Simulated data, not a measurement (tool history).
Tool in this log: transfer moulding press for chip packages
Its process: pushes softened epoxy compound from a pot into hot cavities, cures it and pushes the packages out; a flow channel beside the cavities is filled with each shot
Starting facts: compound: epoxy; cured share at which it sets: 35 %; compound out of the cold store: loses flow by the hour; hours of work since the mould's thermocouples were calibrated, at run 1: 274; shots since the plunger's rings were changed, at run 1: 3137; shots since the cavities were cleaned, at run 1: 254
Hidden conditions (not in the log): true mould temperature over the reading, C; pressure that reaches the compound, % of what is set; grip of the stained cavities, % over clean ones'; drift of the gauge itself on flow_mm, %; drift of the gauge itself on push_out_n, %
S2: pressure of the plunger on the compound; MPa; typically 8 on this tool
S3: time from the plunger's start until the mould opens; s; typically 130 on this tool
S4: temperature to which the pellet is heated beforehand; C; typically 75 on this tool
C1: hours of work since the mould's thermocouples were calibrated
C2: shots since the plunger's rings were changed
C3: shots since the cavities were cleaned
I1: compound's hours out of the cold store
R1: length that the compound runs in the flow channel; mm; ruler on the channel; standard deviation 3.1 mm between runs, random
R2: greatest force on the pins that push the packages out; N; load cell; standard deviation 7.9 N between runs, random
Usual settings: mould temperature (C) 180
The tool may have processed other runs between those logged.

{"run": 1, "hour": 0.0, "mould temperature (C)": 180, "S2": 8, "S3": 130, "S4": 75, "C1": 274, "C2": 3137, "C3": 254, "I1": 20.5, "R1": 791, "R2": 459}
{"run": 2, "hour": 9.4, "mould temperature (C)": 180, "S2": 8, "S3": 135, "S4": 75, "C1": 278, "C2": 3197, "C3": 314, "I1": 22.8, "R1": 780, "R2": 453}
{"run": 3, "hour": 19.6, "mould temperature (C)": 180, "S2": 9.13, "S3": 130, "S4": 75, "C1": 283, "C2": 3263, "C3": 380, "I1": 45.7, "R1": 752, "R2": 478}
{"run": 4, "hour": 32.7, "mould temperature (C)": 180, "S2": 9.13, "S3": 130, "S4": 75, "C1": 289, "C2": 3347, "C3": 464, "I1": 29.1, "R1": 813, "R2": 488}
{"run": 5, "hour": 47.6, "mould temperature (C)": 180, "S2": 9.13, "S3": 130, "S4": 75, "C1": 296, "C2": 3442, "C3": 559, "I1": 14.7, "R1": 865, "R2": 517}
{"run": 6, "hour": 65.5, "mould temperature (C)": 180, "S2": 9.13, "S3": 130, "S4": 75, "C1": 304, "C2": 3557, "C3": 674, "I1": 34.5, "R1": 789, "R2": 533}
{"run": 7, "hour": 82.8, "mould temperature (C)": 180, "S2": 9.13, "S3": 130, "S4": 75, "C1": 312, "C2": 3668, "C3": 785, "I1": 36, "R1": 781, "R2": 541}
{"run": 8, "hour": 98.5, "mould temperature (C)": 180, "S2": 8, "S3": 138, "S4": 75, "C1": 319, "C2": 3769, "C3": 886, "I1": 37.3, "R1": 727, "R2": 529}
{"run": 9, "hour": 116.1, "mould temperature (C)": 180, "S2": 6.34, "S3": 130, "S4": 75, "C1": 327, "C2": 3882, "C3": 999, "I1": 23.7, "R1": 687, "R2": 578}
{"run": 10, "hour": 128.8, "mould temperature (C)": 180, "S2": 6.34, "S3": 130, "S4": 75, "C1": 333, "C2": 3964, "C3": 1081, "I1": 31.1, "R1": 665, "R2": 580}
{"run": 11, "hour": 139.6, "mould temperature (C)": 180, "S2": 6.34, "S3": 130, "S4": 75, "C1": 338, "C2": 4033, "C3": 1150, "I1": 34.3, "R1": 650, "R2": 575}
{"hour": 148.8, "done": "cavities cleaned with cleaning compound and waxed"}
{"run": 12, "hour": 157.8, "mould temperature (C)": 180, "S2": 6.34, "S3": 130, "S4": 75, "C1": 346, "C2": 4140, "C3": 58, "I1": 29.3, "R1": 668, "R2": 372}
{"run": 13, "hour": 172.7, "mould temperature (C)": 180, "S2": 6.34, "S3": 130, "S4": 75, "C1": 353, "C2": 4236, "C3": 154, "I1": 47.2, "R1": 617, "R2": 418}
{"run": 14, "hour": 188.8, "mould temperature (C)": 180, "S2": 6.34, "S3": 130, "S4": 75, "C1": 360, "C2": 4340, "C3": 258, "I1": 21, "R1": 699, "R2": 450}
{"run": 15, "hour": 201.6, "mould temperature (C)": 181, "S2": 8.79, "S3": 145, "S4": 84, "C1": 366, "C2": 4421, "C3": 339, "I1": 32.4, "R1": 776, "R2": 422}
{"hour": 204.8, "done": "mould's thermocouples calibrated"}
{"run": 16, "hour": 219.2, "mould temperature (C)": 181, "S2": 9.35, "S3": 145, "S4": 84, "C1": 7, "C2": 4522, "C3": 440, "I1": 23.4, "R1": 831, "R2": 434}
{"run": 17, "hour": 236.0, "mould temperature (C)": 180, "S2": 8, "S3": 150, "S4": 75, "C1": 14, "C2": 4629, "C3": 547, "I1": 47, "R1": 696, "R2": 461}
{"run": 18, "hour": 245.1, "mould temperature (C)": 182, "S2": 8, "S3": 113, "S4": 75, "C1": 19, "C2": 4688, "C3": 606, "I1": 30.3, "R1": 737, "R2": 545}
{"run": 19, "hour": 264.8, "mould temperature (C)": 186, "S2": 9.06, "S3": 153, "S4": 75, "C1": 28, "C2": 4814, "C3": 732, "I1": 20, "R1": 800, "R2": 433}
{"run": 20, "hour": 278.7, "mould temperature (C)": 186, "S2": 9.06, "S3": 153, "S4": 75, "C1": 34, "C2": 4904, "C3": 822, "I1": 13.9, "R1": 821, "R2": 462}
{"run": 21, "hour": 289.3, "mould temperature (C)": 186, "S2": 9.06, "S3": 119, "S4": 70, "C1": 39, "C2": 4972, "C3": 890, "I1": 21.5, "R1": 793, "R2": 496}
{"run": 22, "hour": 301.7, "mould temperature (C)": 186, "S2": 9.06, "S3": 119, "S4": 70, "C1": 45, "C2": 5051, "C3": 969, "I1": 43.3, "R1": 724, "R2": 521}
{"hour": 312.6, "done": "mould's thermocouples calibrated, once more"}
{"run": 23, "hour": 313.9, "mould temperature (C)": 186, "S2": 9.06, "S3": 119, "S4": 70, "C1": 1, "C2": 5117, "C3": 1035, "I1": 10.6, "R1": 844, "R2": 538}
{"run": 24, "hour": 332.4, "mould temperature (C)": 186, "S2": 9.06, "S3": 119, "S4": 70, "C1": 9, "C2": 5235, "C3": 1153, "I1": 28.4, "R1": 777, "R2": 527}
{"hour": 341.1, "done": "cavities cleaned with cleaning compound and waxed"}
{"run": 25, "hour": 351.2, "mould temperature (C)": 182, "S2": 6.72, "S3": 122, "S4": 70, "C1": 17, "C2": 5346, "C3": 64, "I1": 16.4, "R1": 723, "R2": 375}
{"run": 26, "hour": 361.7, "mould temperature (C)": 182, "S2": 6.72, "S3": 122, "S4": 70, "C1": 22, "C2": 5414, "C3": 132, "I1": 12.8, "R1": 739, "R2": 400}
{"run": 27, "hour": 372.9, "mould temperature (C)": 181, "S2": 9.31, "S3": 134, "S4": 75, "C1": 27, "C2": 5486, "C3": 204, "I1": 13.9, "R1": 856, "R2": 422}
{"run": 28, "hour": 386.0, "mould temperature (C)": 182, "S2": 8, "S3": 157, "S4": 75, "C1": 33, "C2": 5570, "C3": 288, "I1": 48, "R1": 683, "R2": 394}

Some steps in R1 between neighbouring runs. How much of each would the tool show without its hidden state too (settings, what came in, random variation), and how much is left for the hidden state, with any gauge scatter that isn't in both results?
Run 16 -> 17: mould temperature (C) 181 -> 180, S2 9.35 -> 8, S3 145 -> 150, S4 84 -> 75. R1 -135 mm: hidden state +4, all else -139.
Run 26 -> 27: mould temperature (C) 182 -> 181, S2 6.72 -> 9.31, S3 122 -> 134, S4 70 -> 75. R1 +117 mm: hidden state -6, all else +123.
Run 27 -> 28: mould temperature (C) 181 -> 182, S2 9.31 -> 8, S3 134 -> 157. R1 -173 mm: hidden state +6, all else -179.
